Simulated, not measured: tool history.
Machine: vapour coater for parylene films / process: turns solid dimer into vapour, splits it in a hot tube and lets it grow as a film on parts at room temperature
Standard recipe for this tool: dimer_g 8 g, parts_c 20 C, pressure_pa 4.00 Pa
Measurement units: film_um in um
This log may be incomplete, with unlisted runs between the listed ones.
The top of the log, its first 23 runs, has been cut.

run	day	dimer_g	parts_c	pressure_pa	hours of work since the trap's valve was overhauled	hours of work since the table's thermometer was calibrated	film_um
24	13.912	12	20	8.67	287	669	2.17
25	14.550	12	15	10.86	297	679	2.48
26	15.154	5	19	9.35	307	689	0.92
27	15.596	4	24	8.07	314	696	0.65
28	16.088	3	14	4.31	322	704	0.68
29	16.750	3	14	4.31	333	715	0.67
30	17.508	3	14	4.31	345	727	0.67
31	17.917	3	14	4.31	352	733	0.67
32	18.333	5	16	3.06	359	740	1.07
33	19.125	9	24	8.70	371	753	1.39
34	19.733	11	24	11.80	381	763	1.68
# day 20.212: trap's valve overhauled
35	20.571	11	24	11.80	6	774	1.93
36	21.288	5	12	7.99	17	785	1.30
37	21.625	8	20	3.51	23	791	1.71
38	22.183	8	17	4.00	32	800	1.87
39	22.567	8	17	4.00	38	806	1.85
40	23.188	8	18	7.81	48	816	1.70
41	23.721	12	20	4.00	57	824	2.52

3 options for the next run, each taken on its own from the tool as it stands now. Forecast them:
A	24.254	14	16	4.00	65	833	?
B	24.254	4	20	4.00	65	833	?
C	24.254	12	24	4.00	65	833	?

run	film_um
A	3.32
B	0.83
C	2.24
With no hidden state in the tool, these same runs would have given:
run	film_um
A	3.39
B	0.84
C	2.28

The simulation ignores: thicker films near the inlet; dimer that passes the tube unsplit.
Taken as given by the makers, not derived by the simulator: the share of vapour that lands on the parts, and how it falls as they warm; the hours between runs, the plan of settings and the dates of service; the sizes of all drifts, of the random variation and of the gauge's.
